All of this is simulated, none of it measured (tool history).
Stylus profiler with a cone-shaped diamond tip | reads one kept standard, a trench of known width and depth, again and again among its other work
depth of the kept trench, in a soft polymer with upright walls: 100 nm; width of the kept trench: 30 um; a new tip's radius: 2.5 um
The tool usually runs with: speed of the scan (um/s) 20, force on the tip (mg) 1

run,day,speed of the scan (um/s),force on the tip (mg),depth of the trench (angstrom),width of the trench's floor (um)
1,0,20,1,1004.9,28.37
2,0.546,20,1,1004.5,28.36
3,1.533,20,1,1004.4,28.39
4,2.504,20,1,1004.4,28.4
5,3.417,20,1,1004.5,28.43
6,4.021,20,1,1004.8,28.39
7,4.625,20,2.49,1009.2,28.37
8,5.312,20,1,1004.5,28.32
9,5.829,20,0.38,1001.8,28.29
10,6.496,36,0.38,1002.1,28.15
11,7.625,20,1,1004.1,28.35
12,8.742,20,1,1004,28.36
13,9.779,20,1,1004.6,28.37
14,10.838,20,1.17,1005.1,28.35
15,11.454,22,1.17,1005,28.33
# day 11.538: height scale calibrated on a step standard
16,12.492,22,1.17,1004.6,28.33
17,13.538,13,0.45,1001.5,28.33
18,14.308,13,1.52,1005.6,28.37
19,15.283,64,2.79,1009.6,28.21
20,16.125,64,2.79,1009,28.28
21,17.154,64,2.79,1008.9,28.23
22,18.096,6,2.79,1009.3,28.39
# day 18.508: height scale calibrated on a step standard, once more
23,19.179,22,1,1004.5,28.28
24,19.75,7,1.41,1006.1,28.36
25,20.612,9,1.18,1005.7,28.34
26,21.438,50,1.96,1007.8,28.22
27,22.188,50,1.96,1008,28.24

Forecast each of these 3 alternatives for the next run:
A,23.283,20,1.92,?,?
B,23.283,79,0.65,?,?
C,23.283,7,0.59,?,?

run,depth of the trench (angstrom),width of the trench's floor (um)
A,1008.3,28.31
B,1004,28
C,1003.4,28.39
What these runs would have given with no unlogged condition in the tool:
run,depth of the trench (angstrom),width of the trench's floor (um)
A,1008.8,28.54
B,1004.5,28.23
C,1003.9,28.62
